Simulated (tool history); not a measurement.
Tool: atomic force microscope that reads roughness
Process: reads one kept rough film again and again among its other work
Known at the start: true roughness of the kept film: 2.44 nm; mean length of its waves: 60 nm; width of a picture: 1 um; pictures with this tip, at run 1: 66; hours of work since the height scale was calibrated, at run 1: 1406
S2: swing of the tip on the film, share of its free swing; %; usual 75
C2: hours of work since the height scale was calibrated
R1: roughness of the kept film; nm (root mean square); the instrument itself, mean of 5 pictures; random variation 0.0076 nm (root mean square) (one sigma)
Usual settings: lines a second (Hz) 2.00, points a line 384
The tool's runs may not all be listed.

{"run": 1, "hour": 0.0, "lines a second (Hz)": 2.0, "S2": 75, "points a line": 384, "pictures with this tip": 66, "C2": 1406, "R1": 2.0}
{"hour": 13.2, "done": "new tip fitted"}
{"hour": 66.3, "done": "new tip fitted"}
{"run": 2, "hour": 72.6, "lines a second (Hz)": 2.0, "S2": 69, "points a line": 384, "pictures with this tip": 9, "C2": 1440, "R1": 2.106}
{"hour": 122.5, "done": "new tip fitted"}
{"run": 3, "hour": 146.1, "lines a second (Hz)": 2.0, "S2": 69, "points a line": 384, "pictures with this tip": 34, "C2": 1475, "R1": 2.09}
{"hour": 176.9, "done": "new tip fitted"}
{"run": 4, "hour": 186.7, "lines a second (Hz)": 3.29, "S2": 75, "points a line": 384, "pictures with this tip": 14, "C2": 1495, "R1": 1.851}
{"hour": 235.7, "done": "new tip fitted"}
{"run": 5, "hour": 242.4, "lines a second (Hz)": 2.89, "S2": 75, "points a line": 384, "pictures with this tip": 9, "C2": 1521, "R1": 1.893}
{"run": 6, "hour": 281.2, "lines a second (Hz)": 2.0, "S2": 64, "points a line": 384, "pictures with this tip": 65, "C2": 1540, "R1": 2.146}
{"hour": 291.6, "done": "new tip fitted"}
{"run": 7, "hour": 332.2, "lines a second (Hz)": 2.0, "S2": 64, "points a line": 384, "pictures with this tip": 59, "C2": 1564, "R1": 2.142}
{"hour": 347.4, "done": "new tip fitted"}
{"hour": 401.9, "done": "new tip fitted"}
{"run": 8, "hour": 407.1, "lines a second (Hz)": 2.0, "S2": 64, "points a line": 384, "pictures with this tip": 8, "C2": 1600, "R1": 2.174}
{"run": 9, "hour": 453.6, "lines a second (Hz)": 2.0, "S2": 64, "points a line": 384, "pictures with this tip": 75, "C2": 1622, "R1": 2.13}
{"hour": 460.7, "done": "new tip fitted"}
{"run": 10, "hour": 492.7, "lines a second (Hz)": 2.0, "S2": 75, "points a line": 384, "pictures with this tip": 46, "C2": 1640, "R1": 2.008}
{"hour": 518.0, "done": "new tip fitted"}
{"run": 11, "hour": 558.6, "lines a second (Hz)": 3.67, "S2": 75, "points a line": 384, "pictures with this tip": 58, "C2": 1672, "R1": 1.777}
{"hour": 573.5, "done": "new tip fitted"}
{"run": 12, "hour": 615.1, "lines a second (Hz)": 3.67, "S2": 75, "points a line": 384, "pictures with this tip": 60, "C2": 1699, "R1": 1.773}
{"hour": 627.3, "done": "new tip fitted"}
{"hour": 683.8, "done": "new tip fitted"}
{"run": 13, "hour": 691.9, "lines a second (Hz)": 2.0, "S2": 75, "points a line": 384, "pictures with this tip": 12, "C2": 1735, "R1": 2.029}
{"hour": 736.7, "done": "new tip fitted"}
{"run": 14, "hour": 774.2, "lines a second (Hz)": 2.0, "S2": 75, "points a line": 384, "pictures with this tip": 54, "C2": 1775, "R1": 1.993}
{"hour": 793.8, "done": "new tip fitted"}
{"hour": 849.3, "done": "new tip fitted"}
{"run": 15, "hour": 855.7, "lines a second (Hz)": 2.0, "S2": 75, "points a line": 384, "pictures with this tip": 10, "C2": 1813, "R1": 2.012}
{"run": 16, "hour": 898.2, "lines a second (Hz)": 2.0, "S2": 75, "points a line": 384, "pictures with this tip": 71, "C2": 1834, "R1": 1.987}
{"hour": 902.7, "done": "new tip fitted"}
{"hour": 956.6, "done": "new tip fitted"}
{"run": 17, "hour": 956.6, "lines a second (Hz)": 1.09, "S2": 75, "points a line": 384, "pictures with this tip": 0, "C2": 1861, "R1": 2.171}
{"hour": 992.2, "done": "height scale calibrated on a step standard"}
{"hour": 1011.6, "done": "new tip fitted"}
{"run": 18, "hour": 1037.2, "lines a second (Hz)": 1.09, "S2": 75, "points a line": 384, "pictures with this tip": 37, "C2": 21, "R1": 2.133}
{"hour": 1069.3, "done": "new tip fitted"}
{"run": 19, "hour": 1118.4, "lines a second (Hz)": 2.0, "S2": 75, "points a line": 384, "pictures with this tip": 70, "C2": 60, "R1": 1.979}
{"hour": 1126.2, "done": "new tip fitted"}
{"run": 20, "hour": 1178.0, "lines a second (Hz)": 2.0, "S2": 75, "points a line": 384, "pictures with this tip": 74, "C2": 89, "R1": 1.966}
{"hour": 1185.7, "done": "new tip fitted"}
{"hour": 1240.3, "done": "new tip fitted"}
{"run": 21, "hour": 1250.8, "lines a second (Hz)": 2.0, "S2": 75, "points a line": 384, "pictures with this tip": 15, "C2": 123, "R1": 2.009}
{"run": 22, "hour": 1292.5, "lines a second (Hz)": 3.97, "S2": 64, "points a line": 358, "pictures with this tip": 75, "C2": 143, "R1": 1.972}
{"hour": 1297.2, "done": "new tip fitted"}
{"hour": 1321.0, "done": "height scale calibrated on a step standard, once more"}
{"hour": 1351.7, "done": "new tip fitted"}
{"run": 23, "hour": 1365.9, "lines a second (Hz)": 0.59, "S2": 61, "points a line": 636, "pictures with this tip": 20, "C2": 21, "R1": 2.349}
{"hour": 1411.0, "done": "new tip fitted"}
{"run": 24, "hour": 1422.1, "lines a second (Hz)": 0.52, "S2": 79, "points a line": 768, "pictures with this tip": 16, "C2": 48, "R1": 2.276}
{"run": 25, "hour": 1458.5, "lines a second (Hz)": 0.52, "S2": 79, "points a line": 768, "pictures with this tip": 69, "C2": 66, "R1": 2.246}
{"hour": 1464.5, "done": "new tip fitted"}
{"run": 26, "hour": 1498.5, "lines a second (Hz)": 0.52, "S2": 79, "points a line": 768, "pictures with this tip": 49, "C2": 85, "R1": 2.258}
{"hour": 1518.0, "done": "new tip fitted"}
{"run": 27, "hour": 1552.6, "lines a second (Hz)": 1.88, "S2": 79, "points a line": 881, "pictures with this tip": 50, "C2": 110, "R1": 1.97}
{"hour": 1575.0, "done": "new tip fitted"}
{"run": 28, "hour": 1599.1, "lines a second (Hz)": 1.88, "S2": 79, "points a line": 881, "pictures with this tip": 35, "C2": 133, "R1": 1.984}
{"hour": 1633.1, "done": "new tip fitted"}
{"run": 29, "hour": 1662.8, "lines a second (Hz)": 0.59, "S2": 71, "points a line": 448, "pictures with this tip": 43, "C2": 163, "R1": 2.289}
{"hour": 1691.1, "done": "new tip fitted"}
{"run": 30, "hour": 1733.3, "lines a second (Hz)": 3.84, "S2": 77, "points a line": 377, "pictures with this tip": 60, "C2": 197, "R1": 1.72}
{"hour": 1749.1, "done": "new tip fitted"}
{"run": 31, "hour": 1784.2, "lines a second (Hz)": 0.56, "S2": 76, "points a line": 516, "pictures with this tip": 51, "C2": 221, "R1": 2.255}
{"hour": 1804.7, "done": "new tip fitted"}
{"run": 32, "hour": 1834.5, "lines a second (Hz)": 3.42, "S2": 75, "points a line": 848, "pictures with this tip": 43, "C2": 245, "R1": 1.835}
{"hour": 1857.9, "done": "new tip fitted"}
{"run": 33, "hour": 1890.3, "lines a second (Hz)": 3.06, "S2": 62, "points a line": 506, "pictures with this tip": 46, "C2": 271, "R1": 2.126}
{"hour": 1913.7, "done": "new tip fitted"}
{"hour": 1968.6, "done": "new tip fitted"}
{"run": 34, "hour": 1971.6, "lines a second (Hz)": 1.28, "S2": 58, "points a line": 384, "pictures with this tip": 5, "C2": 310, "R1": 2.287}
{"run": 35, "hour": 2005.6, "lines a second (Hz)": 1.28, "S2": 58, "points a line": 384, "pictures with this tip": 54, "C2": 326, "R1": 2.261}
{"hour": 2026.6, "done": "new tip fitted"}
{"run": 36, "hour": 2045.6, "lines a second (Hz)": 0.83, "S2": 75, "points a line": 1017, "pictures with this tip": 27, "C2": 345, "R1": 2.233}
{"hour": 2082.5, "done": "new tip fitted"}
{"run": 37, "hour": 2110.8, "lines a second (Hz)": 2.48, "S2": 65, "points a line": 1021, "pictures with this tip": 41, "C2": 376, "R1": 2.112}
{"hour": 2140.7, "done": "new tip fitted"}
{"run": 38, "hour": 2145.6, "lines a second (Hz)": 2.0, "S2": 74, "points a line": 846, "pictures with this tip": 7, "C2": 393, "R1": 2.049}
{"run": 39, "hour": 2185.2, "lines a second (Hz)": 2.0, "S2": 66, "points a line": 333, "pictures with this tip": 64, "C2": 412, "R1": 2.128}
{"hour": 2200.0, "done": "new tip fitted"}
{"run": 40, "hour": 2218.6, "lines a second (Hz)": 2.0, "S2": 66, "points a line": 333, "pictures with this tip": 27, "C2": 428, "R1": 2.149}
{"hour": 2254.4, "done": "new tip fitted"}
{"run": 41, "hour": 2268.2, "lines a second (Hz)": 2.0, "S2": 66, "points a line": 333, "pictures with this tip": 20, "C2": 451, "R1": 2.156}
{"hour": 2309.8, "done": "new tip fitted"}
{"run": 42, "hour": 2346.6, "lines a second (Hz)": 2.0, "S2": 86, "points a line": 909, "pictures with this tip": 53, "C2": 489, "R1": 1.821}

Hidden state or all else? Some run-to-run changes of R1, split into what the settings, what came in and random variation would give without the hidden state, and what is left for the hidden state (with any gauge scatter that isn't in both results):
The hidden state here: radius of the tip, nm; height scale over the true one, %; drift of the gauge itself on roughness_nm, %.
Run 5 -> 6: lines a second (Hz) 2.89 -> 2.00, S2 75 -> 64. R1 +0.253 nm (root mean square): hidden state -0.037, all else +0.290.
Run 8 -> 9: no setting changed, nothing entered. R1 -0.044 nm (root mean square): hidden state -0.036, all else -0.008.
Run 22 -> 23: lines a second (Hz) 3.97 -> 0.59, S2 64 -> 61, points a line 358 -> 636, new tip fitted, height scale calibrated on a step standard, once more, new tip fitted. R1 +0.377 nm (root mean square): hidden state +0.058, all else +0.319.
Run 29 -> 30: lines a second (Hz) 0.59 -> 3.84, S2 71 -> 77, points a line 448 -> 377, new tip fitted. R1 -0.569 nm (root mean square): hidden state +0.000, all else -0.569.
Run 30 -> 31: lines a second (Hz) 3.84 -> 0.56, S2 77 -> 76, points a line 377 -> 516, new tip fitted. R1 +0.535 nm (root mean square): hidden state -0.010, all else +0.545.
Run 31 -> 32: lines a second (Hz) 0.56 -> 3.42, S2 76 -> 75, points a line 516 -> 848, new tip fitted. R1 -0.420 nm (root mean square): hidden state +0.011, all else -0.431.

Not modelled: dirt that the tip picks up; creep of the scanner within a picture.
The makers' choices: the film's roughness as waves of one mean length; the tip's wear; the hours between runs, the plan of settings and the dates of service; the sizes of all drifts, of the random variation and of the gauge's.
